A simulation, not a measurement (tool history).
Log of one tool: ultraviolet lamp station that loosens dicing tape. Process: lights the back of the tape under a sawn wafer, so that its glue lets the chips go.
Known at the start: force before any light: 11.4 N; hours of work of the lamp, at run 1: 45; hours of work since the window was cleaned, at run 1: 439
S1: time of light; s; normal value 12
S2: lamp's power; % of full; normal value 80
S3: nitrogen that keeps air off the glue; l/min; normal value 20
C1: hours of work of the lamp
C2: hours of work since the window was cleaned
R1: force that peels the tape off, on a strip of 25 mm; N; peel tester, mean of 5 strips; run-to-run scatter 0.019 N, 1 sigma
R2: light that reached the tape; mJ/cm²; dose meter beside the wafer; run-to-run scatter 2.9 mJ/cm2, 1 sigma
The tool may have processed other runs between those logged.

run,day,S1,S2,S3,C1,C2,R1,R2
1,0.000,12,80,20,45,439,1.151,392
2,0.271,12,80,20,48,442,1.140,389
3,0.533,12,80,20,50,445,1.161,390
4,1.021,12,80,20,55,450,1.156,392
5,1.262,12,80,20,58,453,1.117,389
6,1.650,12,80,20,62,457,1.169,388
7,2.033,24,80,20,66,461,0.186,774
8,2.438,24,80,20,70,465,0.198,779
9,2.942,12,80,20,76,470,1.180,386
10,3.283,12,80,20,79,474,1.132,388
11,3.558,12,80,20,82,477,1.197,382
12,4.021,12,80,20,87,482,1.171,386
13,4.483,12,80,20,92,487,1.157,381
14,4.754,12,80,20,95,489,1.180,388
15,5.079,12,80,20,98,493,1.197,384
16,5.604,12,80,20,104,498,1.137,388
17,6.025,12,76,20,108,503,1.396,367
18,6.462,12,76,20,113,507,1.275,359
19,6.733,12,76,20,116,510,1.308,367
20,7.125,12,80,20,120,514,1.177,384
21,7.638,12,80,20,125,520,1.225,384
22,8.021,12,80,20,129,524,1.199,378
23,8.383,12,82,9,133,528,1.557,389
24,8.642,16,66,13,136,530,1.206,417
25,9.021,9,63,23,140,534,2.906,221
26,9.512,9,97,7,145,539,2.162,341
27,9.933,9,74,6,149,544,3.289,262
# day 9.992: window cleaned of glue's vapour
28,10.442,7,61,30,154,5,3.911,164
29,10.775,12,80,7,158,8,2.008,369
30,11.192,12,80,27,162,13,1.223,368
31,11.471,12,80,27,165,16,1.231,367
# day 11.538: window cleaned of glue's vapour, once more
32,11.725,12,80,27,168,2,0.911,407
33,12.217,21,97,10,173,7,0.198,875
34,12.458,10,75,10,176,10,2.113,324
35,12.792,23,71,11,179,13,0.340,698
36,13.146,23,71,11,183,17,0.335,705
37,13.379,23,71,11,185,19,0.352,695
38,13.867,23,88,11,190,25,0.198,863
39,14.229,23,80,20,194,28,0.183,788
40,14.512,23,80,20,197,31,0.181,781

The next listed run, before its measurement:
41,14.962,20,66,9,202,36,?,?

R1: 0.691 N
R2: 563 mJ/cm²
Were there no unlogged condition in the tool, this run, its random variation unchanged, would have produced R1 0.621 N, R2 586 mJ/cm².

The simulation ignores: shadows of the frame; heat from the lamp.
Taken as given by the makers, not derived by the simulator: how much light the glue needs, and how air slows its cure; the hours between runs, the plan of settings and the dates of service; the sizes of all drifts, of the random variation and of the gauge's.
